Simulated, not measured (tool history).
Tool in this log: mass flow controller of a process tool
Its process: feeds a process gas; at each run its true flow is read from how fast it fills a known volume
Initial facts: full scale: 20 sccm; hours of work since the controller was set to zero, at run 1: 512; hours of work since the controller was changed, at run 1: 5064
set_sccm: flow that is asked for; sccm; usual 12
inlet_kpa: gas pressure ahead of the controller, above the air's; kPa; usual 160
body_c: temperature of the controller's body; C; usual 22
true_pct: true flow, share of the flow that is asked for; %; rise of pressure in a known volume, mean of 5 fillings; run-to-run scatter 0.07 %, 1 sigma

| run | day | set_sccm | inlet_kpa | body_c | hours of work since the controller was set to zero | hours of work since the controller was changed | true_pct |
|---|---|---|---|---|---|---|---|
| 1 | 0.000 | 12 | 160 | 22 | 512 | 5064 | 95.52 |
| 2 | 14.096 | 19 | 160 | 22 | 704 | 5256 | 96.21 |
| 3 | 23.767 | 19 | 160 | 22 | 835 | 5387 | 96.10 |
| 4 | 31.896 | 19 | 160 | 22 | 945 | 5497 | 96.10 |
| 5 | 47.700 | 19 | 160 | 22 | 1160 | 5712 | 95.92 |
|  | 61.096 | controller exchanged for a calibrated one |
| 6 | 61.096 | 19 | 160 | 22 | 0 | 0 | 99.49 |
| 7 | 75.325 | 19 | 160 | 22 | 193 | 193 | 99.44 |
| 8 | 88.504 | 12 | 160 | 22 | 372 | 372 | 98.37 |
| 9 | 104.383 | 12 | 160 | 22 | 588 | 588 | 98.21 |
| 10 | 119.742 | 12 | 160 | 22 | 797 | 797 | 97.98 |
| 11 | 132.121 | 12 | 160 | 22 | 965 | 965 | 97.78 |
| 12 | 144.446 | 12 | 160 | 23 | 1132 | 1132 | 97.72 |
| 13 | 156.133 | 16 | 160 | 22 | 1291 | 1291 | 98.06 |
| 14 | 164.683 | 16 | 160 | 22 | 1407 | 1407 | 97.90 |
| 15 | 172.467 | 16 | 160 | 22 | 1513 | 1513 | 98.00 |
| 16 | 187.242 | 12 | 160 | 22 | 1713 | 1713 | 96.99 |
| 17 | 198.850 | 12 | 160 | 22 | 1871 | 1871 | 96.73 |
| 18 | 208.796 | 12 | 160 | 22 | 2006 | 2006 | 96.81 |
| 19 | 224.846 | 4 | 160 | 22 | 2224 | 2224 | 93.53 |
| 20 | 235.325 | 4 | 148 | 22 | 2366 | 2366 | 93.34 |
| 21 | 243.525 | 4 | 148 | 22 | 2478 | 2478 | 93.23 |
| 22 | 257.779 | 4 | 148 | 28 | 2671 | 2671 | 93.50 |
|  | 258.862 | controller's zero set anew |
| 23 | 275.471 | 16 | 149 | 22 | 226 | 2911 | 96.03 |
| 24 | 289.354 | 16 | 149 | 24 | 414 | 3100 | 96.03 |
| 25 | 306.167 | 2 | 262 | 40 | 642 | 3328 | 84.37 |
| 26 | 316.838 | 2 | 262 | 40 | 787 | 3473 | 83.92 |
| 27 | 324.133 | 14 | 235 | 38 | 886 | 3572 | 96.14 |
| 28 | 332.275 | 4 | 224 | 23 | 997 | 3683 | 88.67 |
| 29 | 339.588 | 4 | 275 | 31 | 1096 | 3782 | 89.13 |
|  | 341.642 | controller's zero set anew, once more |
| 30 | 354.871 | 4 | 275 | 31 | 180 | 3989 | 95.60 |
| 31 | 372.283 | 5 | 264 | 25 | 416 | 4226 | 94.74 |
| 32 | 388.612 | 5 | 264 | 25 | 638 | 4448 | 94.42 |
| 33 | 404.767 | 12 | 160 | 39 | 857 | 4667 | 97.21 |
| 34 | 414.833 | 12 | 160 | 39 | 994 | 4804 | 97.04 |
| 35 | 429.417 | 3 | 162 | 39 | 1192 | 5002 | 94.40 |
| 36 | 438.129 | 3 | 162 | 39 | 1310 | 5120 | 94.22 |
| 37 | 452.854 | 9 | 160 | 30 | 1510 | 5320 | 95.26 |
| 38 | 469.629 | 9 | 160 | 30 | 1738 | 5548 | 94.90 |
| 39 | 478.046 | 2 | 160 | 26 | 1853 | 5662 | 90.42 |
|  | 494.454 | controller exchanged for a calibrated one |
| 40 | 495.283 | 12 | 194 | 22 | 11 | 11 | 98.69 |
| 41 | 512.792 | 12 | 194 | 22 | 249 | 249 | 98.57 |
| 42 | 522.608 | 12 | 193 | 22 | 382 | 382 | 98.29 |

Describe how what the log doesn't record of the tool's condition differs between the last listed run preceding each entry between runs and the first listed run following it.
Between runs 5 and 6: controller exchanged for a calibrated one (day 61.096)
  flow at rest that the sensor doesn't see, % of full scale: -0.294 -> -0.078; true flow over the shown one, %: -3.63 -> -0.1
  what was measured, less what the result would be without the hidden state, true_pct: -3.94 -> -0.18 %
Between runs 22 and 23: controller's zero set anew (day 258.862)
  flow at rest that the sensor doesn't see, % of full scale: -0.68 -> -1.151; true flow over the shown one, %: -1.76 -> -1.91
  what was measured, less what the result would be without the hidden state, true_pct: -5.16 -> -3.34 %
Between runs 29 and 30: controller's zero set anew, once more (day 341.642)
  flow at rest that the sensor doesn't see, % of full scale: -1.348 -> -0.045; true flow over the shown one, %: -2.46 -> -2.59
  what was measured, less what the result would be without the hidden state, true_pct: -9.19 -> -2.81 %
Between runs 39 and 40: controller exchanged for a calibrated one (day 494.454)
  flow at rest that the sensor doesn't see, % of full scale: -0.413 -> -0.045; true flow over the shown one, %: -3.67 -> 0.03
  what was measured, less what the result would be without the hidden state, true_pct: -7.79 -> -0.05 %

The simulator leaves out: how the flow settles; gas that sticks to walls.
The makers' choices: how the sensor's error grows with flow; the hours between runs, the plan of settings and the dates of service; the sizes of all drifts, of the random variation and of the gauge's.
